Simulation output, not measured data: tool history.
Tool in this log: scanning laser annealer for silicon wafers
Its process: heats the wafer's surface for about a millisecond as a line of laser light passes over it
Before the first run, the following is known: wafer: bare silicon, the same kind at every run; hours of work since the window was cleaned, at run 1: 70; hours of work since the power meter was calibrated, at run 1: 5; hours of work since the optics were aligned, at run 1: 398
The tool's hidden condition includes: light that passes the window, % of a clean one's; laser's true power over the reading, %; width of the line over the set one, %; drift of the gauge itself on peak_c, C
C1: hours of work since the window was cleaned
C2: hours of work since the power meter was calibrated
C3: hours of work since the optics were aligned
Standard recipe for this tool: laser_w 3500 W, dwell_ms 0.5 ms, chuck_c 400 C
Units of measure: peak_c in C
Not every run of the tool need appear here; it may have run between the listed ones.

run 1 hour=0 | laser_w=3500 dwell_ms=0.5 chuck_c=400 | C1=70 C2=5 C3=398 | peak_c=1086
run 2 hour=19.3 | laser_w=3500 dwell_ms=0.5 chuck_c=400 | C1=82 C2=17 C3=410 | peak_c=1088
run 3 hour=50.1 | laser_w=3500 dwell_ms=0.5 chuck_c=400 | C1=102 C2=37 C3=430 | peak_c=1085
run 4 hour=86.3 | laser_w=3500 dwell_ms=0.5 chuck_c=400 | C1=125 C2=60 C3=453 | peak_c=1078
run 5 hour=102.1 | laser_w=3500 dwell_ms=0.5 chuck_c=400 | C1=135 C2=71 C3=463 | peak_c=1079
run 6 hour=134.4 | laser_w=3500 dwell_ms=0.5 chuck_c=400 | C1=156 C2=91 C3=484 | peak_c=1072
run 7 hour=163.1 | laser_w=3500 dwell_ms=0.436 chuck_c=400 | C1=175 C2=110 C3=502 | peak_c=1023
run 8 hour=190.4 | laser_w=3500 dwell_ms=0.436 chuck_c=400 | C1=192 C2=127 C3=520 | peak_c=1027
run 9 hour=213.1 | laser_w=3500 dwell_ms=0.5 chuck_c=400 | C1=207 C2=142 C3=535 | peak_c=1070
run 10 hour=233.7 | laser_w=3702 dwell_ms=0.5 chuck_c=400 | C1=220 C2=155 C3=548 | peak_c=1113
run 11 hour=269.4 | laser_w=3702 dwell_ms=0.5 chuck_c=400 | C1=243 C2=178 C3=571 | peak_c=1105
run 12 hour=285.9 | laser_w=3702 dwell_ms=0.5 chuck_c=395 | C1=254 C2=189 C3=581 | peak_c=1102
run 13 hour=315.1 | laser_w=3500 dwell_ms=0.5 chuck_c=400 | C1=273 C2=208 C3=600 | peak_c=1058
run 14 hour=340.8 | laser_w=3500 dwell_ms=0.5 chuck_c=400 | C1=289 C2=224 C3=617 | peak_c=1055
-- hour=370.2 window over the wafer cleaned
run 15 hour=372.4 | laser_w=3500 dwell_ms=0.5 chuck_c=400 | C1=1 C2=243 C3=636 | peak_c=1050
run 16 hour=396.2 | laser_w=3726 dwell_ms=0.5 chuck_c=400 | C1=17 C2=259 C3=651 | peak_c=1096
run 17 hour=427.3 | laser_w=3344 dwell_ms=0.5 chuck_c=400 | C1=37 C2=279 C3=671 | peak_c=1011
run 18 hour=460.8 | laser_w=3105 dwell_ms=0.5 chuck_c=400 | C1=58 C2=300 C3=693 | peak_c=961
run 19 hour=482.6 | laser_w=3105 dwell_ms=0.5 chuck_c=400 | C1=72 C2=314 C3=707 | peak_c=959
run 20 hour=520.4 | laser_w=3105 dwell_ms=0.5 chuck_c=400 | C1=97 C2=338 C3=731 | peak_c=955
run 21 hour=551.4 | laser_w=3500 dwell_ms=0.533 chuck_c=400 | C1=117 C2=358 C3=751 | peak_c=1052
-- hour=561.2 window over the wafer cleaned, once more
-- hour=574.7 optics aligned, line set to its width
run 22 hour=594.4 | laser_w=3500 dwell_ms=0.533 chuck_c=400 | C1=18 C2=382 C3=13 | peak_c=1133
run 23 hour=615.7 | laser_w=3500 dwell_ms=0.533 chuck_c=400 | C1=32 C2=395 C3=26 | peak_c=1125
run 24 hour=635 | laser_w=3500 dwell_ms=0.533 chuck_c=400 | C1=44 C2=408 C3=39 | peak_c=1126
run 25 hour=665.9 | laser_w=3365 dwell_ms=0.373 chuck_c=423 | C1=64 C2=428 C3=59 | peak_c=993
run 26 hour=696.6 | laser_w=3212 dwell_ms=0.371 chuck_c=368 | C1=84 C2=447 C3=78 | peak_c=904
run 27 hour=718.5 | laser_w=3500 dwell_ms=0.373 chuck_c=414 | C1=98 C2=461 C3=93 | peak_c=1006
run 28 hour=748.4 | laser_w=3117 dwell_ms=0.465 chuck_c=429 | C1=117 C2=481 C3=112 | peak_c=1012
run 29 hour=781.9 | laser_w=3332 dwell_ms=0.434 chuck_c=423 | C1=139 C2=502 C3=133 | peak_c=1024
run 30 hour=809.4 | laser_w=3332 dwell_ms=0.434 chuck_c=423 | C1=157 C2=520 C3=151 | peak_c=1024
run 31 hour=841 | laser_w=3655 dwell_ms=0.446 chuck_c=382 | C1=177 C2=540 C3=171 | peak_c=1055
run 32 hour=858.9 | laser_w=3196 dwell_ms=0.383 chuck_c=427 | C1=188 C2=552 C3=183 | peak_c=959
run 33 hour=874.6 | laser_w=3746 dwell_ms=0.5 chuck_c=425 | C1=198 C2=562 C3=193 | peak_c=1162
run 34 hour=895.2 | laser_w=3500 dwell_ms=0.36 chuck_c=422 | C1=212 C2=575 C3=206 | peak_c=991
run 35 hour=926.1 | laser_w=2987 dwell_ms=0.569 chuck_c=399 | C1=232 C2=595 C3=226 | peak_c=1002
run 36 hour=941.9 | laser_w=2987 dwell_ms=0.569 chuck_c=399 | C1=242 C2=605 C3=236 | peak_c=999
run 37 hour=976.1 | laser_w=2987 dwell_ms=0.569 chuck_c=399 | C1=264 C2=627 C3=258 | peak_c=1000
run 38 hour=1008.8 | laser_w=2987 dwell_ms=0.569 chuck_c=399 | C1=285 C2=648 C3=279 | peak_c=998
run 39 hour=1034.6 | laser_w=3356 dwell_ms=0.5 chuck_c=400 | C1=301 C2=665 C3=296 | peak_c=1034
-- hour=1045.4 window over the wafer cleaned
run 40 hour=1071.6 | laser_w=3356 dwell_ms=0.5 chuck_c=400 | C1=17 C2=687 C3=319 | peak_c=1066
run 41 hour=1101.1 | laser_w=3356 dwell_ms=0.5 chuck_c=400 | C1=36 C2=706 C3=338 | peak_c=1064
run 42 hour=1130.8 | laser_w=3140 dwell_ms=0.404 chuck_c=391 | C1=55 C2=726 C3=357 | peak_c=936

Across each entry between runs, compare the hidden state at the last listed run before it with the hidden state at the first listed run after it:
From run 14 to run 15: window over the wafer cleaned (hour 370.2)
  light that passes the window, % of a clean one's: 95.72 -> 94.72; laser's true power over the reading, %: 0.42 -> 0.43; width of the line over the set one, %: 3.92 -> 4.05
  measured less the result without the state, peak_c: -47 -> -55 C
From run 21 to run 22: window over the wafer cleaned, once more (hour 561.2); optics aligned, line set to its width (hour 574.7)
  light that passes the window, % of a clean one's: 93.05 -> 99.59; laser's true power over the reading, %: 0.48 -> 0.49; width of the line over the set one, %: 4.78 -> 0.18
  measured less the result without the state, peak_c: -73 -> +0 C
From run 39 to run 40: window over the wafer cleaned (hour 1045.4)
  light that passes the window, % of a clean one's: 95.49 -> 99.6; laser's true power over the reading, %: 0.61 -> 0.62; width of the line over the set one, %: 2.02 -> 2.16
  measured less the result without the state, peak_c: -37 -> -7 C
